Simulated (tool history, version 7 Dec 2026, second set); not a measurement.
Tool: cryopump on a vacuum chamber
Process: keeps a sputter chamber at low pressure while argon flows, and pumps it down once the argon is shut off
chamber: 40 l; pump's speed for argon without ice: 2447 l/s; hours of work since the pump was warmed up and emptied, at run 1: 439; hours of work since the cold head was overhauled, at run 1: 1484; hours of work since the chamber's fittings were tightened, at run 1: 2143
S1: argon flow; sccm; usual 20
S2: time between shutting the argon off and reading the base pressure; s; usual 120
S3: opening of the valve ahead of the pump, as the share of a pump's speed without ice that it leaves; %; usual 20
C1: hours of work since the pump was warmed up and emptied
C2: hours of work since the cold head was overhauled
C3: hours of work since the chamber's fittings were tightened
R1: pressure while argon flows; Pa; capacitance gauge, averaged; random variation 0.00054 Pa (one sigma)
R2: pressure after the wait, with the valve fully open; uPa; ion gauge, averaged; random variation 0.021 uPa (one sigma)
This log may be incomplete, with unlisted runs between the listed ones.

run	hour	S1	S2	S3	C1	C2	C3	R1	R2
1	0	20	120	20	439	1484	2143	0.0709	0.77
2	36.4	20	120	20	468	1514	2173	0.0701	0.77
3	79	20	120	20	503	1549	2207	0.0714	0.8
4	118.4	20	118	20	535	1581	2240	0.072	0.82
5	149.5	20	120	16	561	1606	2265	0.0892	0.9
6	191.7	20	120	16	595	1641	2300	0.089	0.87
7	235.3	20	120	57	631	1676	2335	0.0279	0.9
8	276	20	55	15	664	1710	2369	0.0955	1.18
9	312.8	20	224	31	694	1740	2399	0.0479	0.7
10	332.7	31	76	27	711	1756	2415	0.0858	1.06
11	375.2	10	30	22	746	1791	2450	0.0341	1.78
# hour 388.5: leaking fittings of the chamber tightened, without venting
12	418.4	22	49	22	779	1825	25	0.074	0.86
13	465.6	11	66	17	818	1863	63	0.0474	0.69
14	502.2	11	66	17	848	1893	93	0.0478	0.67

Each run again, without the hidden state but with its own random variation kept:
Hidden conditions of the tool in this case: pump's speed, % of a pump's without ice; cold plate's temperature, K; leak into the chamber, uPa l/s; drift of the gauge itself on working_pa, %; drift of the gauge itself on base_upa, %.
run	R1	R2
1	0.0687	0.39
2	0.0678	0.37
3	0.0688	0.4
4	0.0692	0.41
5	0.0863	0.46
6	0.0859	0.43
7	0.0246	0.43
8	0.0919	0.72
9	0.0442	0.23
10	0.0798	0.56
11	0.032	1.27
12	0.0693	0.81
13	0.0449	0.63
14	0.0452	0.61
